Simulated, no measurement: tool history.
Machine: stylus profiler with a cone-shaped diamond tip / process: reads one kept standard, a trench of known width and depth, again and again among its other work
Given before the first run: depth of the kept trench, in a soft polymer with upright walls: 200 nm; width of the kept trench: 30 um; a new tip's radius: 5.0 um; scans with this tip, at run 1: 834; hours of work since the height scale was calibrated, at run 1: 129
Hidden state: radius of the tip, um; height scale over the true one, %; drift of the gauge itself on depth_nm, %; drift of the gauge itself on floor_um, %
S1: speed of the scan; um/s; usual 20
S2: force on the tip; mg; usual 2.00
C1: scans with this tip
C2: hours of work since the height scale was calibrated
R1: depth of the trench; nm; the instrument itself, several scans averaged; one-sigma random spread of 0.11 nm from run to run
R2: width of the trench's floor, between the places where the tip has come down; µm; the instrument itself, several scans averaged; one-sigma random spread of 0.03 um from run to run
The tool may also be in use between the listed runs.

Run 1, hour 0.0: usual settings; C1 834; C2 129. Result: R1 202.14 nm, R2 27.15 µm.
Run 2, hour 27.6: usual settings; C1 967; C2 150. Result: R1 202.15 nm, R2 27.16 µm.
Run 3, hour 53.0: usual settings but S2 2.98 mg; C1 1090; C2 169. Result: R1 202.92 nm, R2 27.16 µm.
Run 4, hour 78.4: usual settings but S2 2.98 mg; C1 1212; C2 188. Result: R1 202.86 nm, R2 27.14 µm.
Run 5, hour 110.0: usual settings but S2 2.98 mg; C1 1365; C2 211. Result: R1 202.58 nm, R2 27.15 µm.
Run 6, hour 136.6: usual settings but S2 2.98 mg; C1 1493; C2 231. Result: R1 202.79 nm, R2 27.16 µm.
Run 7, hour 166.6: usual settings but S1 12 um/s, S2 2.98 mg; C1 1638; C2 253. Result: R1 202.97 nm, R2 27.17 µm.
Run 8, hour 186.7: usual settings but S1 12 um/s, S2 2.98 mg; C1 1735; C2 268. Result: R1 202.96 nm, R2 27.15 µm.
Run 9, hour 220.8: usual settings but S1 12 um/s, S2 2.98 mg; C1 1899; C2 294. Result: R1 202.71 nm, R2 27.16 µm.
Run 10, hour 240.0: usual settings but S1 12 um/s, S2 2.98 mg; C1 1992; C2 308. Result: R1 202.68 nm, R2 27.16 µm.
Run 11, hour 267.7: usual settings but S1 63 um/s, S2 0.88 mg; C1 2125; C2 329. Result: R1 201.33 nm, R2 26.98 µm.
Run 12, hour 283.1: usual settings but S1 63 um/s, S2 3.65 mg; C1 2200; C2 341. Result: R1 203.16 nm, R2 27.14 µm.
Run 13, hour 316.6: usual settings but S1 63 um/s, S2 3.65 mg; C1 2362; C2 366. Result: R1 203.18 nm, R2 27.09 µm.
Run 14, hour 337.0: usual settings but S1 9 um/s, S2 2.20 mg; C1 2460; C2 381. Result: R1 202.28 nm, R2 27.12 µm.
Run 15, hour 361.9: usual settings but S1 17 um/s, S2 5.36 mg; C1 2580; C2 399. Result: R1 203.97 nm, R2 27.15 µm.
Run 16, hour 381.8: usual settings but S1 9 um/s, S2 0.68 mg; C1 2676; C2 414. Result: R1 200.84 nm, R2 27.15 µm.
Run 17, hour 400.2: usual settings but S1 15 um/s, S2 0.97 mg; C1 2765; C2 428. Result: R1 201.34 nm, R2 27.13 µm.
Run 18, hour 420.0: usual settings but S1 7 um/s, S2 5.00 mg; C1 2860; C2 443. Result: R1 203.97 nm, R2 27.11 µm.
Run 19, hour 435.5: usual settings but S1 8 um/s, S2 0.97 mg; C1 2935; C2 454. Result: R1 201.37 nm, R2 27.17 µm.
Run 20, hour 453.4: usual settings but S1 6 um/s, S2 1.42 mg; C1 3021; C2 468. Result: R1 201.51 nm, R2 27.16 µm.

Here are 3 independent what-if runs from the current tool condition. What would each one return?
Run A, hour 481.0: usual settings but S1 29 um/s, S2 1.42 mg; C1 3155; C2 488. Result: R1 ?, R2 ?.
Run B, hour 481.0: usual settings but S1 7 um/s, S2 2.62 mg; C1 3155; C2 488. Result: R1 ?, R2 ?.
Run C, hour 481.0: usual settings but S2 2.96 mg; C1 3155; C2 488. Result: R1 ?, R2 ?.

run      R1     R2
  A  201.50  27.14
  B  202.66  27.20
  C  202.47  27.19
Without the tool's unlogged condition, the same runs would have read:
run      R1     R2
  A  201.50  27.14
  B  202.66  27.20
  C  202.48  27.19
